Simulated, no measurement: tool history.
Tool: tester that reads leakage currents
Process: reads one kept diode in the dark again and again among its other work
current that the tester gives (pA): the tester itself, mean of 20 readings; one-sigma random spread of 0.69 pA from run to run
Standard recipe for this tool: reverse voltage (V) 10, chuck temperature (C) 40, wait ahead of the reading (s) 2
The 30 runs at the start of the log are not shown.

run     day  reverse voltage (V)  chuck temperature (C)  wait ahead of the reading (s)  current that the tester gives (pA)
 31  45.992                  4.6                     27                              2                               56.63
 32  47.317                  4.6                     27                              2                               56.81
 33  48.254                 12.4                     31                           0.74                              146.33
 34  49.654                   10                     37                              2                              203.05
     50.071  -- tester calibrated
 35  51.254                   10                     37                              2                              208.08
 36  52.588                   10                     37                              2                              207.77
 37  53.817                  7.5                     21                           1.61                               48.25
 38  55.054                   10                     56                           6.58                              860.75
 39    56.7                   10                     56                           6.58                              859.04
 40  58.804                  2.2                     25                           0.37                                33.4

Forecast each of these 3 alternatives for the next run:
  A  60.838                  2.2                     25                           7.81                                   ?
  B  60.838                  3.3                     25                           2.08                                   ?
  C  60.838                 14.9                     21                           5.54                                   ?

run  current that the tester gives (pA)
  A                               31.68
  B                               40.72
  C                               72.76
With the hidden condition removed and each run's random variation left untouched, the same runs would have given:
run  current that the tester gives (pA)
  A                                26.9
  B                               34.53
  C                               59.38

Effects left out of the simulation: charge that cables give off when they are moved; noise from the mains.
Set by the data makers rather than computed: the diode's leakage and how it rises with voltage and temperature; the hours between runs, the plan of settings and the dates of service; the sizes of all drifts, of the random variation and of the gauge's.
